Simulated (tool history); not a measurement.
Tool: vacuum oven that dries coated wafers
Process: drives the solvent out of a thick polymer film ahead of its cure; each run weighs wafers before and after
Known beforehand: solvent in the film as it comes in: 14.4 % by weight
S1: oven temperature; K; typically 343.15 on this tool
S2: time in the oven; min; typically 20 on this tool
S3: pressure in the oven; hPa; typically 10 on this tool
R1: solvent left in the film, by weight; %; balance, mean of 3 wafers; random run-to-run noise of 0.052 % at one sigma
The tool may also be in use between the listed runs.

Run 1, day 0: usual settings. Result: R1 1.6 %.
Run 2, day 0.483: usual settings but S2 17 min. Result: R1 1.93 %.
Run 3, day 0.771: usual settings but S2 17 min. Result: R1 1.93 %.
Run 4, day 1.188: usual settings but S2 17 min. Result: R1 1.88 %.
Run 5, day 1.654: usual settings but S2 17 min. Result: R1 1.96 %.
Run 6, day 1.983: usual settings but S2 17 min. Result: R1 1.96 %.
Run 7, day 2.208: usual settings but S2 17 min. Result: R1 1.93 %.
Run 8, day 2.646: usual settings but S1 340.15 K. Result: R1 2.03 %.
Run 9, day 2.983: usual settings but S1 355.15 K. Result: R1 0.69 %.
Run 10, day 3.196: usual settings but S1 355.15 K. Result: R1 0.79 %.
Run 11, day 3.438: usual settings but S1 355.15 K. Result: R1 0.71 %.
Run 12, day 3.896: usual settings but S1 355.15 K. Result: R1 0.75 %.
Run 13, day 4.146: usual settings but S1 342.15 K, S2 24 min, S3 9.4 hPa. Result: R1 1.44 %.
Run 14, day 4.433: usual settings but S1 350.15 K, S2 14 min, S3 22.4 hPa. Result: R1 2.37 %.
Run 15, day 4.846: usual settings but S1 347.15 K, S2 30 min, S3 15.7 hPa. Result: R1 1.42 %.
Run 16, day 5.179: usual settings but S1 344.15 K, S2 10 min, S3 6.4 hPa. Result: R1 2.98 %.
Run 17, day 5.425: usual settings but S1 344.15 K, S2 10 min, S3 6.4 hPa. Result: R1 2.91 %.
Run 18, day 5.838: usual settings but S1 358.15 K, S2 11 min, S3 6.1 hPa. Result: R1 0.88 %.
Run 19, day 6.254: usual settings but S1 342.15 K, S2 11 min, S3 7.9 hPa. Result: R1 3.19 %.
Run 20, day 6.617: usual settings but S1 335.15 K, S2 12 min, S3 19.9 hPa. Result: R1 5.8 %.
Run 21, day 7.033: usual settings but S1 344.15 K, S2 11 min, S3 8.2 hPa. Result: R1 2.8 %.

Below are 5 alternative next runs, each starting from the tool's condition after run 21. Predict each:
Run A, day 7.346: usual settings but S3 24.3 hPa. Result: R1 ?.
Run B, day 7.346: usual settings but S1 356.15 K, S2 11 min, S3 17.3 hPa. Result: R1 ?.
Run C, day 7.346: usual settings but S1 337.15 K, S2 12 min, S3 9.1 hPa. Result: R1 ?.
Run D, day 7.346: usual settings but S1 338.15 K, S2 32 min, S3 11.6 hPa. Result: R1 ?.
Run E, day 7.346: usual settings but S1 329.15 K, S3 8.2 hPa. Result: R1 ?.

run    R1
  A  3.03
  B  1.68
  C  4.04
  D  1.86
  E  3.97
What these runs would have given with no unlogged condition in the tool:
run    R1
  A  2.92
  B  1.62
  C  3.91
  D  1.76
  E  3.82
